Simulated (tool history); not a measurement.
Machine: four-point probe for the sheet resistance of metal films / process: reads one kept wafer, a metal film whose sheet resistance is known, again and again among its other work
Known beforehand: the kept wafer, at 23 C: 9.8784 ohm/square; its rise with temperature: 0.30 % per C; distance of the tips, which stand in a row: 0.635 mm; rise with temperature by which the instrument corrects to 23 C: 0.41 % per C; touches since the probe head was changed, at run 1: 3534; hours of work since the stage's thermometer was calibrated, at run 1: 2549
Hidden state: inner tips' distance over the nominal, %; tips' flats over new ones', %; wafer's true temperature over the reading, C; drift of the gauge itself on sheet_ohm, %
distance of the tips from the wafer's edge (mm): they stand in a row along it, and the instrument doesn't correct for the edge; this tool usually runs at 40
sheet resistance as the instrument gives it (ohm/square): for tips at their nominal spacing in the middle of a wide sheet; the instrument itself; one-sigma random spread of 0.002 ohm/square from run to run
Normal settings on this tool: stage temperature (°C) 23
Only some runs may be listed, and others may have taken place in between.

| run | hour | stage temperature (°C) | distance of the tips from the wafer's edge (mm) | touches since the probe head was changed | hours of work since the stage's thermometer was calibrated | sheet resistance as the instrument gives it (ohm/square) |
|---|---|---|---|---|---|---|
| 1 | 0.0 | 23 | 40 | 3534 | 2549 | 9.846116 |
| 2 | 18.8 | 23 | 40 | 4024 | 2561 | 9.840767 |
| 3 | 36.5 | 23 | 40 | 4489 | 2573 | 9.849994 |
| 4 | 48.7 | 23 | 14 | 4808 | 2581 | 9.853308 |
| 5 | 58.3 | 23 | 14 | 5059 | 2587 | 9.855622 |
| 6 | 80.2 | 22 | 7 | 5630 | 2602 | 9.896199 |
| 7 | 103.5 | 18 | 15 | 6238 | 2617 | 9.903029 |
|  | 105.1 | stage's thermometer calibrated |
| 8 | 126.8 | 18 | 15 | 6835 | 14 | 9.907847 |
| 9 | 143.2 | 18 | 15 | 7263 | 25 | 9.909823 |
| 10 | 156.8 | 31 | 46 | 7619 | 34 | 9.769870 |

5 options for the next run, each taken on its own from the tool as it stands now. Forecast them:
| A | 168.2 | 29 | 9 | 7916 | 42 | ? |
| B | 168.2 | 21 | 46 | 7916 | 42 | ? |
| C | 168.2 | 29 | 29 | 7916 | 42 | ? |
| D | 168.2 | 24 | 9 | 7916 | 42 | ? |
| E | 168.2 | 30 | 46 | 7916 | 42 | ? |

| run | sheet resistance as the instrument gives it (ohm/square) |
|---|---|
| A | 9.813611 |
| B | 9.863405 |
| C | 9.791213 |
| D | 9.860346 |
| E | 9.779767 |
With no hidden state in the tool, these same runs would have given:
| run | sheet resistance as the instrument gives it (ohm/square) |
|---|---|
| A | 9.846123 |
| B | 9.895560 |
| C | 9.823660 |
| D | 9.892683 |
| E | 9.812242 |
